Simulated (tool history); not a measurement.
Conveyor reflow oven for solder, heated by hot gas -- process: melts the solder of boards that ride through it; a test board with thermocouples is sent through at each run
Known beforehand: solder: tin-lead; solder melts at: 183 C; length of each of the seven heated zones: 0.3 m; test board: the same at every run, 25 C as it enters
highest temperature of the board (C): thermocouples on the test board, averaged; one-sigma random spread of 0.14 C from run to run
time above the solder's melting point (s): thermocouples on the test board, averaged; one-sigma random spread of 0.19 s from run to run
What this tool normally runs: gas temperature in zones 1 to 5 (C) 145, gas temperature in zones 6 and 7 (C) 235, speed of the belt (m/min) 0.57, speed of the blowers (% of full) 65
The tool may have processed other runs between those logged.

run,hour,gas temperature in zones 1 to 5 (C),gas temperature in zones 6 and 7 (C),speed of the belt (m/min),speed of the blowers (% of full),highest temperature of the board (C),time above the solder's melting point (s)
1,0,145,235,0.57,65,220.7,51.9
2,6.6,145,235,0.57,65,220.5,51.8
3,12,145,235,0.57,65,220.7,51.8
4,21.9,145,235,0.57,65,220.7,51.8
5,29.3,145,235,0.57,65,220.7,51.4
6,38.5,145,235,0.57,65,220.6,51.9
7,43.6,145,235,0.57,65,220.3,51.7
8,48.9,134,246,0.496,60,231.6,62.8
9,53.2,134,246,0.496,60,231.9,62.5
10,60.2,142,238,0.57,65,222.7,52.4
11,65.6,142,238,0.57,65,222.7,51.9
12,70.4,142,226,0.57,65,212.1,45.5

For run 13, what comes out?
13,75.4,142,226,0.57,65,?,?

{"run 13": {"highest temperature of the board (C)": 212, "time above the solder's melting point (s)": 45.8}}
Were there no unlogged condition in the tool, this run, its random variation unchanged, would have produced highest temperature of the board (C) 213, time above the solder's melting point (s) 46.6.
